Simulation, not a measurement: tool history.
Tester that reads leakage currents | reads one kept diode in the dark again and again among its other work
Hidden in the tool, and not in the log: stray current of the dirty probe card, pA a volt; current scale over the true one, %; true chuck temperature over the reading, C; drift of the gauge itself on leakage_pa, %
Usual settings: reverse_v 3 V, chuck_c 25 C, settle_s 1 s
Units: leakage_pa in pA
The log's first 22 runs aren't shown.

run	hour	reverse_v	chuck_c	settle_s	hours of work since the probe card was cleaned	hours of work since the tester was calibrated	hours of work since the chuck was calibrated	leakage_pa
23	496.1	1.9	22	1	315	895	265	29.3
24	523.4	1.9	22	1	333	913	283	29.36
25	549	2.91	21	1.83	350	930	300	33.26
26	580.3	2.91	47	1.83	370	950	320	288.17
27	599.1	9.09	25	1.83	382	962	332	84.9
28	612.3	1.23	37	4.8	391	971	341	84.36
29	627.2	7.89	23	0.58	401	981	351	68.17
30	655.2	7.89	23	0.58	419	999	369	68.04

The next listed run, before its measurement:
31	672.4	7.89	23	0.58	430	1010	380	?

{"run 31": {"leakage_pa": 68.42}}
Without the tool's hidden state the same run would have given leakage_pa 67.6 pA.
